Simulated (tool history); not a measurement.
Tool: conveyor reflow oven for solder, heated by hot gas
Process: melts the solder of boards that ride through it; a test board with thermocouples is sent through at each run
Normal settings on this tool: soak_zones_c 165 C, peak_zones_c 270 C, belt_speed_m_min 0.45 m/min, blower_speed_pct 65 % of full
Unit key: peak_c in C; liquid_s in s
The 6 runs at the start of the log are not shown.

run,hour,soak_zones_c,peak_zones_c,belt_speed_m_min,blower_speed_pct,peak_c,liquid_s
7,351.1,157,270,0.38,77,259.8,74.9
8,409.1,157,270,0.38,77,259.6,74.6
9,453.9,157,270,0.38,77,259.3,74.6
10,498.3,157,270,0.38,77,259.9,74.7
11,550.5,157,270,0.38,77,259.5,74
12,603.9,157,270,0.38,77,260.1,74.8
# hour 618.7: flux residue cleaned out of gas plates and filters, once more
13,650.3,165,270,0.45,65,253.2,58.7
14,707.7,165,270,0.45,65,252.8,59
15,749.6,165,265,0.45,65,248.6,55.1
16,818.1,165,270,0.45,50,246.2,50.4
17,875.8,165,264,0.516,83,248.9,49
18,943.4,152,281,0.369,83,272.3,82.8
# hour 965.9: flux residue cleaned out of gas plates and filters
19,995.8,173,264,0.501,61,244.8,47.3
20,1048,160,261,0.399,76,251,65.7
21,1080,160,261,0.399,76,251.3,65.6
22,1129.9,166,261,0.449,69,246.8,55.8
23,1170.6,166,261,0.449,69,246.7,54.9
24,1234.4,166,261,0.425,69,248.4,59.5
25,1271.4,166,261,0.425,69,248.5,60
# hour 1316.4: flux residue cleaned out of gas plates and filters
26,1344.2,166,261,0.425,69,249,60.5
27,1389.3,166,261,0.425,69,248.8,60.9
28,1442.6,166,261,0.425,69,248.9,61.6
29,1488.8,166,261,0.425,69,249.4,60.9
30,1558.5,158,270,0.409,69,256.9,67.3

3 ways to go on from here, each from the tool as it stands after run 30. What would each give?
# hour 1569.5: thermocouples of zones 6 and 7 changed
# hour 1591.7: belt drive overhauled, speed set with a stopwatch
A,1596.6,152,270,0.385,60,?,?
# hour 1569.5: thermocouples of zones 6 and 7 changed
# hour 1591.7: belt drive overhauled, speed set with a stopwatch
B,1596.6,174,272,0.501,65,?,?
# hour 1569.5: thermocouples of zones 6 and 7 changed
# hour 1591.7: belt drive overhauled, speed set with a stopwatch
C,1596.6,165,270,0.45,77,?,?

run,peak_c,liquid_s
A,252.8,62.1
B,250.7,51
C,255.4,59.3
Without the tool's hidden state the same runs would have given:
run,peak_c,liquid_s
A,253.3,62.7
B,251.3,51.5
C,255.9,59.8
